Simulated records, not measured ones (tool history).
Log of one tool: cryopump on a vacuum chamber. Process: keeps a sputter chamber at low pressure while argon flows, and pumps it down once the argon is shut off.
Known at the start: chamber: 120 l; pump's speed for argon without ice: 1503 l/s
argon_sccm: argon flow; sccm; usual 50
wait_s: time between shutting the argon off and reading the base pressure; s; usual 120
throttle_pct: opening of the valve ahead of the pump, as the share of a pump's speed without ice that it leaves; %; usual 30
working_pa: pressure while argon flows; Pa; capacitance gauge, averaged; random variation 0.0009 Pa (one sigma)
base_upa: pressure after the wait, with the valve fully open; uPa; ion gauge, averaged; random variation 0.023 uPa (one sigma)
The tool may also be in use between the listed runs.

Run 1, day 0: usual settings. Result: working_pa 0.2141 Pa, base_upa 2.91 uPa.
At day 2.362: pump warmed up, emptied and cooled again.
Run 2, day 5.3: usual settings. Result: working_pa 0.1905 Pa, base_upa 2.36 uPa.
Run 3, day 8.425: usual settings. Result: working_pa 0.1912 Pa, base_upa 2.45 uPa.
Run 4, day 11.771: usual settings. Result: working_pa 0.195 Pa, base_upa 2.64 uPa.
Run 5, day 14.467: usual settings. Result: working_pa 0.1965 Pa, base_upa 2.75 uPa.
Run 6, day 17.333: usual settings. Result: working_pa 0.1977 Pa, base_upa 2.91 uPa.
Run 7, day 21.033: usual settings. Result: working_pa 0.2018 Pa, base_upa 3.11 uPa.
Run 8, day 25.225: usual settings. Result: working_pa 0.2053 Pa, base_upa 3.38 uPa.
Run 9, day 29.479: usual settings but throttle_pct 35 %. Result: working_pa 0.1831 Pa, base_upa 3.69 uPa.
At day 33.496: leaking fittings of the chamber tightened, without venting.
Run 10, day 34.288: usual settings but throttle_pct 35 %. Result: working_pa 0.1879 Pa, base_upa 0.89 uPa.
At day 36.379: pump warmed up, emptied and cooled again.
Run 11, day 39.096: usual settings but throttle_pct 35 %. Result: working_pa 0.1614 Pa, base_upa 0.89 uPa.
Run 12, day 42.508: usual settings but throttle_pct 35 %. Result: working_pa 0.167 Pa, base_upa 0.97 uPa.
Run 13, day 47.017: usual settings but throttle_pct 35 %. Result: working_pa 0.169 Pa, base_upa 1.09 uPa.
Run 14, day 52.162: usual settings but throttle_pct 35 %. Result: working_pa 0.173 Pa, base_upa 1.3 uPa.
Run 15, day 56.454: usual settings. Result: working_pa 0.2049 Pa, base_upa 1.44 uPa.
Run 16, day 58.979: usual settings. Result: working_pa 0.2052 Pa, base_upa 1.57 uPa.
Run 17, day 61.971: usual settings. Result: working_pa 0.209 Pa, base_upa 1.65 uPa.
Run 18, day 64.779: usual settings but wait_s 27 s, throttle_pct 22 %. Result: working_pa 0.2783 Pa, base_upa 3.54 uPa.
Run 19, day 67.667: usual settings but wait_s 39 s, throttle_pct 28 %. Result: working_pa 0.2281 Pa, base_upa 3.02 uPa.
At day 70.35: pump warmed up, emptied and cooled again.
Run 20, day 71.017: usual settings but argon_sccm 31 sccm, wait_s 39 s, throttle_pct 28 %. Result: working_pa 0.1265 Pa, base_upa 2.61 uPa.
Run 21, day 74.954: usual settings but argon_sccm 31 sccm, wait_s 39 s, throttle_pct 28 %. Result: working_pa 0.1276 Pa, base_upa 2.67 uPa.
Run 22, day 77.892: usual settings but argon_sccm 87 sccm, wait_s 263 s, throttle_pct 16 %. Result: working_pa 0.6278 Pa, base_upa 1.6 uPa.
Run 23, day 81.154: usual settings but wait_s 98 s, throttle_pct 24 %. Result: working_pa 0.2409 Pa, base_upa 2.13 uPa.
Run 24, day 84.892: usual settings but wait_s 61 s, throttle_pct 35 %. Result: working_pa 0.1714 Pa, base_upa 2.63 uPa.
Run 25, day 87.029: usual settings but throttle_pct 20 %. Result: working_pa 0.2943 Pa, base_upa 2.24 uPa.

Forecast run 26:
Run 26, day 91.942: usual settings but argon_sccm 36 sccm, wait_s 48 s, throttle_pct 39 %. Result: working_pa ?, base_upa ?.

{"run 26": {"working_pa": 0.1171, "base_upa": 3.1}}
Without the tool's hidden state the same run would have given working_pa 0.1055 Pa, base_upa 1.39 uPa.
